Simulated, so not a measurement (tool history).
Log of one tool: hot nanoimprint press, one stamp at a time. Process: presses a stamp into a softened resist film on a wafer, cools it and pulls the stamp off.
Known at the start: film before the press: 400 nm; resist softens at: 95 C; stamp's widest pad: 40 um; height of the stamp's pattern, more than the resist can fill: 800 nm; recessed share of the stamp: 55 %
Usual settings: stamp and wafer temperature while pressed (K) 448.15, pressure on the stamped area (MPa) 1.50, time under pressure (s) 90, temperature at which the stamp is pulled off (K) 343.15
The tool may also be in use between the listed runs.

run	day	stamp and wafer temperature while pressed (K)	pressure on the stamped area (MPa)	time under pressure (s)	temperature at which the stamp is pulled off (K)	resist left under the stamp's widest pad (nm)	greatest force while the stamp is pulled off (N)
1	0.000	448.15	1.50	90	343.15	211.3	212
2	2.321	448.15	1.50	90	347.15	209.1	202
3	5.242	448.15	1.50	90	347.15	208.4	209
4	8.462	448.15	2.21	90	343.15	171.5	210
5	11.562	448.15	1.50	90	343.15	210.5	216
6	14.812	448.15	1.50	90	343.15	211.0	212
7	18.312	448.15	1.50	90	343.15	209.7	206
# day 21.100: stamp cleaned and given a new release coat
8	21.362	448.15	1.50	90	329.15	211.5	248
9	23.154	448.15	1.50	90	329.15	210.4	235
10	26.121	448.15	1.50	90	329.15	210.1	246
11	28.533	448.15	1.50	90	329.15	210.0	247
12	30.300	448.15	1.50	90	329.15	209.2	245
13	32.917	448.15	1.50	90	346.15	209.5	209
14	35.654	448.15	1.50	90	343.15	210.2	212
15	38.583	458.15	1.50	48	343.15	178.0	219
16	41.546	456.15	1.50	157	343.15	126.9	205
# day 41.975: stamp cleaned and given a new release coat
17	43.950	456.15	1.50	157	343.15	127.4	211
# day 44.688: plate thermocouple calibrated
18	46.317	436.15	1.50	90	343.15	314.8	209
19	49.392	448.15	1.50	102	343.15	202.6	208
20	51.438	448.15	1.50	139	348.15	184.0	198
21	53.504	449.15	1.50	105	348.15	193.1	194
22	55.375	449.15	1.50	105	348.15	192.4	198
23	58.517	451.15	1.66	90	333.15	176.4	236
24	62.000	451.15	1.66	90	333.15	177.2	241
# day 63.038: stamp cleaned and given a new release coat
25	64.675	439.15	2.17	90	341.15	252.3	217
# day 65.817: press's hydraulic seals changed and the load cell set to zero
26	67.025	442.15	1.28	63	332.15	301.9	241
27	69.183	448.15	1.93	139	332.15	158.9	238
28	72.367	448.15	1.26	90	333.15	229.1	240

Forecast each of these 5 alternatives for the next run:
A	74.079	456.15	1.50	136	333.15	?	?
B	74.079	437.15	1.50	171	343.15	?	?
C	74.079	450.15	1.26	55	333.15	?	?
D	74.079	458.15	2.29	90	349.15	?	?
E	74.079	441.15	1.94	90	343.15	?	?

run	resist left under the stamp's widest pad (nm)	greatest force while the stamp is pulled off (N)
A	132.4	230
B	265.5	209
C	245.6	233
D	110.9	200
E	244.3	218
Without the tool's hidden state the same runs would have given:
run	resist left under the stamp's widest pad (nm)	greatest force while the stamp is pulled off (N)
A	132.3	229
B	265.3	207
C	245.4	231
D	110.8	199
E	244.1	217
